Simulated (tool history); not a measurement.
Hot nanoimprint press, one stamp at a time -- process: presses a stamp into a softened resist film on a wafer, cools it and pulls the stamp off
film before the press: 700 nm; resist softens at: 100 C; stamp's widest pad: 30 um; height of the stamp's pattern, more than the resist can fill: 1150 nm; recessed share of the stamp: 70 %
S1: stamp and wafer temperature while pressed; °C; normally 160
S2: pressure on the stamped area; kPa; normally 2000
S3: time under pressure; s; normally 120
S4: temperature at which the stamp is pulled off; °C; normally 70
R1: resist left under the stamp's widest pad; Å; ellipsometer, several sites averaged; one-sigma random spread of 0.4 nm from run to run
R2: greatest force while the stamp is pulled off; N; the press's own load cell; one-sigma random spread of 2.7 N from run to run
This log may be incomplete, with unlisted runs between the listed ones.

| run | hour | S1 | S2 | S3 | S4 | R1 | R2 |
|---|---|---|---|---|---|---|---|
| 1 | 0 | 160 | 2000 | 120 | 70 | 2555 | 197 |
| 2 | 5.1 | 160 | 2000 | 120 | 70 | 2554 | 203 |
| 3 | 16.4 | 160 | 2000 | 228 | 70 | 2008 | 201 |
| 4 | 28.4 | 160 | 2000 | 120 | 70 | 2549 | 206 |
| 5 | 36.2 | 160 | 2000 | 120 | 63 | 2546 | 239 |
| 6 | 45.1 | 160 | 2000 | 120 | 70 | 2558 | 204 |
| 7 | 53.8 | 160 | 2000 | 120 | 70 | 2548 | 218 |
| 8 | 60.6 | 160 | 2000 | 120 | 70 | 2552 | 205 |
| 9 | 66.6 | 160 | 2000 | 120 | 70 | 2558 | 218 |
| 10 | 75.7 | 160 | 2000 | 120 | 70 | 2554 | 211 |
| 11 | 83.8 | 160 | 2000 | 120 | 70 | 2559 | 208 |
| 12 | 93.5 | 160 | 2000 | 120 | 70 | 2548 | 210 |
| 13 | 99.4 | 160 | 2000 | 120 | 70 | 2554 | 204 |
| 14 | 107 | 160 | 2000 | 120 | 70 | 2552 | 211 |
| 15 | 112 | 160 | 2450 | 120 | 70 | 2269 | 216 |
| 16 | 119 | 160 | 2450 | 120 | 70 | 2273 | 218 |
| 17 | 129.9 | 166 | 1270 | 120 | 70 | 2721 | 212 |
| 18 | 136.5 | 166 | 1270 | 120 | 70 | 2716 | 213 |
| 19 | 146.5 | 166 | 1270 | 120 | 70 | 2718 | 214 |
| 20 | 158.8 | 166 | 1270 | 120 | 70 | 2715 | 219 |
| 21 | 167 | 160 | 1240 | 120 | 71 | 3303 | 204 |
| 22 | 174.6 | 165 | 1380 | 72 | 59 | 3199 | 263 |
| 23 | 182.1 | 165 | 1380 | 72 | 59 | 3200 | 261 |

Predict the results of run 24:
| 24 | 193.7 | 165 | 1380 | 72 | 59 | ? | ? |

{"run 24": {"R1": 3198, "R2": 264}}
With no hidden state in the tool, this same run would have given R1 3212 Å, R2 149 N.

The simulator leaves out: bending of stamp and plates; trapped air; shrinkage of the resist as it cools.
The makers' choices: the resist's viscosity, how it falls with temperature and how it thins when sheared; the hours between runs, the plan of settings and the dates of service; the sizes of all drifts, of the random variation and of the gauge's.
